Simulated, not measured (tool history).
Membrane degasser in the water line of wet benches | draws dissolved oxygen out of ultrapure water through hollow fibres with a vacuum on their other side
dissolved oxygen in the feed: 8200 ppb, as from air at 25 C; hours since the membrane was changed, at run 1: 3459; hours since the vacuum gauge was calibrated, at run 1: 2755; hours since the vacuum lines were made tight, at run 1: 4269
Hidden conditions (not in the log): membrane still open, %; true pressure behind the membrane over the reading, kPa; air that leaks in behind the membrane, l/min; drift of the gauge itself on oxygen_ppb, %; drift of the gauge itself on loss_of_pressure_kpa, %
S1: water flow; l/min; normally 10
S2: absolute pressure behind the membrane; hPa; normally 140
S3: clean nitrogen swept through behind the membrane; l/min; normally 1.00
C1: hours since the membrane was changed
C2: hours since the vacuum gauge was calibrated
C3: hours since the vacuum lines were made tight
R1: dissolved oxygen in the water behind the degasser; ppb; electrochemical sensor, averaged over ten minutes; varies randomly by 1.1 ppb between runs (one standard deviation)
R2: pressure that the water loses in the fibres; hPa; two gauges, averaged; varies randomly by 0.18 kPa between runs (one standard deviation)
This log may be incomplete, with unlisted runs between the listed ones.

{"run": 1, "hour": 0.0, "S1": 10, "S2": 140, "S3": 1.0, "C1": 3459, "C2": 2755, "C3": 4269, "R1": 257.1, "R2": 318.5}
{"run": 2, "hour": 120.0, "S1": 10, "S2": 140, "S3": 1.0, "C1": 3579, "C2": 2875, "C3": 4389, "R1": 257.3, "R2": 316.6}
{"run": 3, "hour": 295.5, "S1": 10, "S2": 140, "S3": 1.0, "C1": 3754, "C2": 3051, "C3": 4565, "R1": 257.0, "R2": 319.0}
{"run": 4, "hour": 444.8, "S1": 10, "S2": 140, "S3": 1.0, "C1": 3904, "C2": 3200, "C3": 4714, "R1": 257.9, "R2": 317.1}
{"run": 5, "hour": 666.1, "S1": 11, "S2": 140, "S3": 1.0, "C1": 4125, "C2": 3421, "C3": 4935, "R1": 280.8, "R2": 346.8}
{"run": 6, "hour": 847.4, "S1": 10, "S2": 140, "S3": 1.0, "C1": 4306, "C2": 3603, "C3": 5117, "R1": 256.6, "R2": 319.7}
{"run": 7, "hour": 968.3, "S1": 9, "S2": 140, "S3": 1.0, "C1": 4427, "C2": 3724, "C3": 5237, "R1": 235.8, "R2": 286.7}
{"run": 8, "hour": 1251.7, "S1": 6, "S2": 140, "S3": 1.0, "C1": 4711, "C2": 4007, "C3": 5521, "R1": 162.7, "R2": 194.3}
{"run": 9, "hour": 1511.6, "S1": 10, "S2": 112, "S3": 1.0, "C1": 4970, "C2": 4267, "C3": 5781, "R1": 194.5, "R2": 320.6}
{"run": 10, "hour": 1740.4, "S1": 6, "S2": 140, "S3": 1.0, "C1": 5199, "C2": 4496, "C3": 6010, "R1": 163.7, "R2": 192.3}
{"run": 11, "hour": 1923.2, "S1": 10, "S2": 140, "S3": 1.0, "C1": 5382, "C2": 4678, "C3": 6192, "R1": 262.6, "R2": 320.4}
{"run": 12, "hour": 2206.7, "S1": 10, "S2": 175, "S3": 1.0, "C1": 5666, "C2": 4962, "C3": 6476, "R1": 341.0, "R2": 317.8}
{"run": 13, "hour": 2383.8, "S1": 10, "S2": 175, "S3": 1.0, "C1": 5843, "C2": 5139, "C3": 6653, "R1": 340.9, "R2": 323.3}
{"run": 14, "hour": 2675.3, "S1": 10, "S2": 140, "S3": 1.0, "C1": 6134, "C2": 5431, "C3": 6944, "R1": 261.7, "R2": 320.9}
{"run": 15, "hour": 2960.3, "S1": 10, "S2": 140, "S3": 1.0, "C1": 6419, "C2": 5716, "C3": 7229, "R1": 260.9, "R2": 323.1}
{"hour": 3005.6, "done": "vacuum gauge calibrated"}
{"run": 16, "hour": 3170.2, "S1": 10, "S2": 140, "S3": 0.97, "C1": 6629, "C2": 165, "C3": 7439, "R1": 271.5, "R2": 322.0}
{"run": 17, "hour": 3292.2, "S1": 10, "S2": 140, "S3": 0.97, "C1": 6751, "C2": 287, "C3": 7561, "R1": 272.2, "R2": 323.2}
{"run": 18, "hour": 3431.5, "S1": 10, "S2": 140, "S3": 0.97, "C1": 6890, "C2": 426, "C3": 7700, "R1": 270.2, "R2": 324.6}
{"run": 19, "hour": 3721.2, "S1": 13, "S2": 140, "S3": 0.97, "C1": 7179, "C2": 716, "C3": 7990, "R1": 342.8, "R2": 422.4}
{"hour": 3844.5, "done": "vacuum gauge calibrated, once more"}
{"run": 20, "hour": 3916.3, "S1": 13, "S2": 140, "S3": 0.97, "C1": 7374, "C2": 72, "C3": 8184, "R1": 338.3, "R2": 417.8}
{"run": 21, "hour": 4102.4, "S1": 13, "S2": 152, "S3": 3.0, "C1": 7560, "C2": 258, "C3": 8371, "R1": 136.1, "R2": 422.2}
{"run": 22, "hour": 4347.2, "S1": 13, "S2": 152, "S3": 3.0, "C1": 7805, "C2": 503, "C3": 8615, "R1": 136.7, "R2": 423.3}
{"run": 23, "hour": 4614.2, "S1": 11, "S2": 338, "S3": 1.46, "C1": 8072, "C2": 770, "C3": 8882, "R1": 544.4, "R2": 361.9}
{"run": 24, "hour": 4887.6, "S1": 15, "S2": 129, "S3": 0.43, "C1": 8345, "C2": 1043, "C3": 9156, "R1": 664.8, "R2": 490.2}
{"run": 25, "hour": 5030.9, "S1": 15, "S2": 129, "S3": 0.43, "C1": 8489, "C2": 1186, "C3": 9299, "R1": 668.6, "R2": 487.4}
{"run": 26, "hour": 5211.6, "S1": 7, "S2": 217, "S3": 2.78, "C1": 8669, "C2": 1367, "C3": 9480, "R1": 123.7, "R2": 228.9}
{"run": 27, "hour": 5377.5, "S1": 7, "S2": 217, "S3": 2.78, "C1": 8835, "C2": 1533, "C3": 9646, "R1": 124.2, "R2": 227.7}
{"run": 28, "hour": 5604.4, "S1": 13, "S2": 140, "S3": 0.53, "C1": 9062, "C2": 1760, "C3": 9873, "R1": 560.9, "R2": 425.0}
{"run": 29, "hour": 5814.4, "S1": 9, "S2": 315, "S3": 0.43, "C1": 9272, "C2": 1970, "C3": 10083, "R1": 1195.3, "R2": 293.4}
{"run": 30, "hour": 6052.5, "S1": 15, "S2": 85, "S3": 0.67, "C1": 9510, "C2": 2208, "C3": 10321, "R1": 271.0, "R2": 493.9}
{"run": 31, "hour": 6278.2, "S1": 15, "S2": 85, "S3": 0.67, "C1": 9736, "C2": 2434, "C3": 10546, "R1": 271.9, "R2": 492.3}
{"run": 32, "hour": 6474.5, "S1": 11, "S2": 299, "S3": 0.7, "C1": 9932, "C2": 2630, "C3": 10743, "R1": 895.9, "R2": 363.7}

Here are 4 independent what-if runs from the current tool condition. What would each one return?
{"hour": 6652.1, "done": "seals of the vacuum lines changed"}
{"run": "A", "hour": 6656.7, "S1": 10, "S2": 174, "S3": 1.0, "C1": 10113, "C2": 2810, "C3": 5, "R1": "?", "R2": "?"}
{"hour": 6652.1, "done": "seals of the vacuum lines changed"}
{"run": "B", "hour": 6656.7, "S1": 14, "S2": 140, "S3": 1.0, "C1": 10113, "C2": 2810, "C3": 5, "R1": "?", "R2": "?"}
{"hour": 6652.1, "done": "seals of the vacuum lines changed"}
{"run": "C", "hour": 6656.7, "S1": 11, "S2": 299, "S3": 0.41, "C1": 10113, "C2": 2810, "C3": 5, "R1": "?", "R2": "?"}
{"hour": 6652.1, "done": "seals of the vacuum lines changed"}
{"run": "D", "hour": 6656.7, "S1": 9, "S2": 205, "S3": 1.15, "C1": 10113, "C2": 2810, "C3": 5, "R1": "?", "R2": "?"}

run=A R1=331.6 R2=329.4
run=B R1=348.9 R2=462.9
run=C R1=1332.7 R2=359.6
run=D R1=318.0 R2=295.0
Without the tool's unlogged condition, the same runs would have read:
run=A R1=328.2 R2=311.7
run=B R1=343.9 R2=437.9
run=C R1=1327.2 R2=340.0
run=D R1=315.0 R2=279.1
